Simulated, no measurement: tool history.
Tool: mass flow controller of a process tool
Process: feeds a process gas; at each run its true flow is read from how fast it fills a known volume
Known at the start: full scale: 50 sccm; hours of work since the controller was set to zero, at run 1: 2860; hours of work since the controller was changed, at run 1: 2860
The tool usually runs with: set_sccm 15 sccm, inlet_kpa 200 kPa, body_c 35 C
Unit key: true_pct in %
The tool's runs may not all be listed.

run,hour,set_sccm,inlet_kpa,body_c,hours of work since the controller was set to zero,hours of work since the controller was changed,true_pct
1,0,15,200,35,2860,2860,99.39
2,257.1,15,200,35,2950,2950,99.43
3,573.8,15,200,35,3061,3061,99.33
4,897.7,15,200,35,3175,3175,99.33
5,1137,15,200,25,3259,3259,99.14
6,1366.3,7,200,35,3339,3339,99.36
7,1566.6,7,200,35,3409,3409,99.25
8,1916,7,200,35,3532,3532,99.23
9,2114.3,7,200,35,3601,3601,99.35
10,2368.4,7,200,35,3690,3690,99.27
11,2607.7,15,200,40,3774,3774,99.7
12,2956.4,15,161,40,3896,3896,100.07
13,3323.4,15,161,40,4025,4025,100
14,3584.6,48,229,40,4116,4116,100.59
15,3916.8,15,232,26,4233,4233,99.27
16,4206.6,19,159,22,4334,4334,99.52
17,4365.1,11,159,30,4390,4390,99.47
18,4618.2,11,159,30,4478,4478,99.76
# hour 4956: controller's zero set anew
19,4956,11,159,30,0,4596,99.64
20,5240,11,159,30,100,4696,99.63
21,5519.4,11,159,30,197,4794,99.61
22,5802.8,15,200,22,297,4893,99.35

The logged runs with the hidden state left out (each run's random variation unchanged):
Unlogged tool condition in this case: flow at rest that the sensor doesn't see, % of full scale; true flow over the shown one, %; drift of the gauge itself on true_pct, %.
run,true_pct
1,99.38
2,99.4
3,99.28
4,99.25
5,99.04
6,99.23
7,99.11
8,99.06
9,99.16
10,99.06
11,99.48
12,99.82
13,99.72
14,100.29
15,98.94
16,99.16
17,99.09
18,99.36
19,99.22
20,99.19
21,99.15
22,98.87

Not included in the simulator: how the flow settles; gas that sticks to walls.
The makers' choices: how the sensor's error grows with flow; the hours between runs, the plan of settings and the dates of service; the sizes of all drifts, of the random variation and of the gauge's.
